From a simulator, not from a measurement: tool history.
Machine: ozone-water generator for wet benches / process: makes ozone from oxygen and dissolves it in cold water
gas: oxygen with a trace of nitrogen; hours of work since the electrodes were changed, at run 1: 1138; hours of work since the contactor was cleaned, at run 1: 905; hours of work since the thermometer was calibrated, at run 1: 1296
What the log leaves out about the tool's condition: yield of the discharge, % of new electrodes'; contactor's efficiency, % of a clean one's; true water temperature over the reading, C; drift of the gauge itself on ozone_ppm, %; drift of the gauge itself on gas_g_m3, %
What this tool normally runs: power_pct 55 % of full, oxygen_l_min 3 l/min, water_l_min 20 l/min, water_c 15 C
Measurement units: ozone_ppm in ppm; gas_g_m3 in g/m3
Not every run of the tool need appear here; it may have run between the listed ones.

run,hour,power_pct,oxygen_l_min,water_l_min,water_c,hours of work since the electrodes were changed,hours of work since the contactor was cleaned,hours of work since the thermometer was calibrated,ozone_ppm,gas_g_m3
1,0,55,3,20,15,1138,905,1296,15.2,212.8
2,43.6,55,3,20,15,1165,933,1323,15.2,211.4
3,88.6,55,3,20,15,1193,961,1352,15.4,212.9
4,129.2,55,3,20,15,1219,987,1377,15.1,213.5
5,155.1,55,3,20,15,1235,1003,1393,15.3,214
6,199.5,55,3,20,15,1263,1031,1421,15.4,211.7
7,224.3,55,3,20,15,1279,1047,1437,15.2,212.9
8,268.2,55,3,20,19,1307,1074,1465,14.4,212.3
9,311.2,55,3,20,15,1334,1101,1492,15.1,211.2
10,343.9,55,3,20,15,1354,1122,1512,15.1,213.1
11,380,55,3,26,15,1377,1145,1535,11.2,212.2
12,418.2,55,3,26,15,1401,1169,1559,11.1,213.9
13,439.9,55,3,20,15,1415,1182,1573,15.1,212.9
14,465.5,55,3,20,15,1431,1199,1589,15.3,211.1
15,500,55,3,20,15,1453,1220,1611,15.1,211.5
16,523.8,55,4.19,20,15,1468,1235,1626,15.2,170.6
17,565.3,55,1.63,20,8,1494,1262,1652,14.9,312.4
18,595.8,55,1.63,20,8,1513,1281,1671,14.2,313.2
19,617.5,50,2.76,29,20,1527,1294,1685,8.6,211.1
20,661.1,81,2.14,20,17,1554,1322,1712,18.6,344.8
21,703.9,50,2.14,20,12,1581,1349,1739,13.9,246.3
22,739.1,72,2.14,30,12,1603,1371,1762,10.6,312.8
23,763.7,72,2.14,30,12,1619,1387,1777,10.5,314.8
24,803.3,55,3,25,15,1644,1412,1802,11.6,211.3
25,836.2,55,1.87,20,10,1665,1432,1823,14.4,286.5
26,864,74,1.87,23,10,1682,1450,1840,15,345.2
27,891.8,55,2.55,17,10,1700,1467,1858,18.7,233.9
28,918.6,63,1.78,24,15,1717,1484,1875,12.4,320.5
29,962.4,63,1.78,24,15,1744,1512,1902,12.5,320.6
30,991.3,55,1.96,17,9,1762,1530,1921,18.2,276.2
31,1012.9,55,2.12,16,8,1776,1544,1934,19.6,263.3
32,1044.6,55,2.12,16,8,1796,1564,1954,19.6,261.7

Forecast each of these 4 alternatives for the next run:
A,1081.5,64,1.53,20,7,1819,1587,1977,?,?
B,1081.5,45,5,16,18,1819,1587,1977,?,?
C,1081.5,55,3,13,15,1819,1587,1977,?,?
D,1081.5,55,4.21,16,13,1819,1587,1977,?,?

run,ozone_ppm,gas_g_m3
A,15.8,358.6
B,15.6,132.7
C,23.3,210.5
D,19.7,169.8
Take away the tool's hidden state, keep each run's random variation, and the runs would have read:
run,ozone_ppm,gas_g_m3
A,16.6,369.9
B,16.2,135.8
C,24.3,216.3
D,20.6,174.5

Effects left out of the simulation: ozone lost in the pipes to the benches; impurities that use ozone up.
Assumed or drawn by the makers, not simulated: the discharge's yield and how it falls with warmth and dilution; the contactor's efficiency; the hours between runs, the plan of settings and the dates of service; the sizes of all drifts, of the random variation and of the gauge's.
